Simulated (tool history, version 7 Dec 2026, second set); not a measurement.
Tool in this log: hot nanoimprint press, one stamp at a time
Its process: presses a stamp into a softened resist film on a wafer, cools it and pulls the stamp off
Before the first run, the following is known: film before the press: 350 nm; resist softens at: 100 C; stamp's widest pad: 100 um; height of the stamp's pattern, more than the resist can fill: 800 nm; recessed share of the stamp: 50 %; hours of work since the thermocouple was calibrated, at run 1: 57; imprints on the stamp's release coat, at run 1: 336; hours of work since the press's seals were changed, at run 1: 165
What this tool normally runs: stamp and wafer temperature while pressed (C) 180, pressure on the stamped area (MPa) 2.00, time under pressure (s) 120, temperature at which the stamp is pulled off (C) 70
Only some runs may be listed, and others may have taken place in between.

run	hour	stamp and wafer temperature while pressed (C)	pressure on the stamped area (MPa)	time under pressure (s)	temperature at which the stamp is pulled off (C)	hours of work since the thermocouple was calibrated	imprints on the stamp's release coat	hours of work since the press's seals were changed	resist left under the stamp's widest pad (angstrom)	greatest force while the stamp is pulled off (N)
1	0.0	180	2.00	120	70	57	336	165	1300	183
2	11.9	180	2.00	120	70	64	376	171	1276	185
3	20.5	180	2.00	120	64	69	405	176	1299	201
4	29.4	180	2.00	120	64	74	434	181	1287	198
5	35.8	180	1.34	120	64	78	455	185	1552	207
6	48.4	180	1.34	120	64	85	497	192	1550	205
7	55.3	180	1.34	120	64	89	520	196	1550	202
8	65.1	180	1.34	120	64	94	553	201	1554	205
# hour 77.8: stamp cleaned and given a new release coat
9	77.8	180	2.00	120	70	98	0	205	1299	182
# hour 81.7: plate thermocouple calibrated
10	91.2	180	2.00	120	70	5	35	211	1293	171
11	101.6	180	2.00	120	70	11	69	217	1303	174
12	107.8	180	2.00	120	70	15	90	221	1300	175
13	114.7	180	2.00	120	70	19	113	224	1315	173
14	126.1	180	1.36	120	70	25	151	231	1567	184
15	133.8	180	1.36	120	70	30	176	235	1558	178
16	140.1	184	1.32	102	62	33	197	239	1374	200
17	153.2	180	1.53	120	70	41	241	246	1487	182
18	159.4	180	2.00	120	72	44	262	250	1318	175
19	167.1	179	3.13	120	78	48	287	254	1128	166
# hour 171.7: plate thermocouple calibrated, once more
20	176.6	185	2.21	178	74	3	309	258	798	177
21	183.2	180	3.05	113	70	6	331	262	1099	178
22	197.8	174	2.62	176	77	15	379	270	1374	165
23	210.5	174	2.53	176	77	22	421	277	1388	167
24	220.5	174	2.48	225	61	28	455	283	1261	213
25	226.4	182	2.48	225	70	31	474	286	805	187
26	235.3	180	2.50	120	57	36	504	291	1175	225
27	246.3	179	2.88	120	70	42	541	297	1161	199
# hour 263.4: stamp cleaned and given a new release coat
28	265.5	179	2.88	120	70	50	7	305	1173	172
29	276.4	179	2.88	137	76	56	44	311	1100	163

Branching from run 29: 5 alternative next runs. What would each branch give?
A	286.1	174	2.47	88	76	61	76	317	?	?
B	286.1	179	2.07	84	72	61	76	317	?	?
C	286.1	183	1.69	137	71	61	76	317	?	?
D	286.1	179	2.00	120	70	61	76	317	?	?
E	286.1	180	1.52	120	70	61	76	317	?	?

run	resist left under the stamp's widest pad (angstrom)	greatest force while the stamp is pulled off (N)
A	1826	162
B	1591	182
C	1154	172
D	1392	171
E	1482	171
With no hidden state in the tool, these same runs would have given:
run	resist left under the stamp's widest pad (angstrom)	greatest force while the stamp is pulled off (N)
A	1779	159
B	1551	178
C	1125	169
D	1355	167
E	1447	168
